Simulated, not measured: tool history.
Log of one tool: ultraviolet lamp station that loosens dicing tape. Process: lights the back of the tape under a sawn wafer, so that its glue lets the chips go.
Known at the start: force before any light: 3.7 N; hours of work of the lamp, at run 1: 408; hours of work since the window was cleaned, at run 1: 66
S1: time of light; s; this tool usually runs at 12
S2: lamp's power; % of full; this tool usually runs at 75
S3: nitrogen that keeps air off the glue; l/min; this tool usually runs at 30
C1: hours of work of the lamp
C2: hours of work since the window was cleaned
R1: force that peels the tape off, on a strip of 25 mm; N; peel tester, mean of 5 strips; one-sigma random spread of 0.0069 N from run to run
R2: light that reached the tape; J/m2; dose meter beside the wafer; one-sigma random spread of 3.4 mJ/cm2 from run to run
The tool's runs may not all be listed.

Run 1, hour 0.0: usual settings; C1 408; C2 66. Result: R1 0.306 N, R2 4830 J/m2.
Run 2, hour 19.7: usual settings; C1 423; C2 81. Result: R1 0.310 N, R2 4710 J/m2.
Run 3, hour 49.2: usual settings; C1 446; C2 104. Result: R1 0.339 N, R2 4700 J/m2.
Run 4, hour 70.2: usual settings; C1 463; C2 121. Result: R1 0.341 N, R2 4600 J/m2.
Run 5, hour 91.9: usual settings; C1 480; C2 138. Result: R1 0.327 N, R2 4520 J/m2.
Run 6, hour 120.7: usual settings; C1 503; C2 161. Result: R1 0.337 N, R2 4440 J/m2.
Run 7, hour 153.4: usual settings; C1 528; C2 186. Result: R1 0.376 N, R2 4300 J/m2.
Run 8, hour 189.9: usual settings but S1 22 s; C1 557; C2 215. Result: R1 0.148 N, R2 7940 J/m2.
Run 9, hour 225.1: usual settings but S1 22 s; C1 585; C2 243. Result: R1 0.155 N, R2 7670 J/m2.
At hour 247.7: window cleaned of glue's vapour.
Run 10, hour 255.8: usual settings but S1 14 s, S2 86 % of full, S3 37 l/min; C1 609; C2 6. Result: R1 0.178 N, R2 6190 J/m2.
Run 11, hour 284.0: usual settings but S1 13 s, S2 73 % of full; C1 631; C2 29. Result: R1 0.301 N, R2 4820 J/m2.
Run 12, hour 311.4: usual settings but S1 19 s, S2 95 % of full, S3 38 l/min; C1 652; C2 50. Result: R1 0.130 N, R2 8930 J/m2.
Run 13, hour 329.2: usual settings but S2 69 % of full; C1 666; C2 64. Result: R1 0.399 N, R2 4120 J/m2.
Run 14, hour 356.1: usual settings but S2 78 % of full, S3 10 l/min; C1 687; C2 85. Result: R1 0.670 N, R2 4530 J/m2.

Some steps in R1, run to run, broken into two amounts with sign: the step expected even without the hidden condition (settings, incoming material, random variation), and the rest, left for the hidden condition together with whatever gauge scatter is not in both the measured and the hidden-condition-free result:
Unlogged tool condition in this case: lamp's light, % of a new lamp's; light that the window lets through, % of a clean one's; drift of the gauge itself on peel_n, %; drift of the gauge itself on dose_mj_cm2, %.
Run 12 -> 13: S1 19 -> 12, S2 95 -> 69, S3 38 -> 30. R1 +0.269 N: hidden state +0.125, all else +0.144.
Run 13 -> 14: S2 69 -> 78, S3 30 -> 10. R1 +0.271 N: hidden state +0.089, all else +0.182.
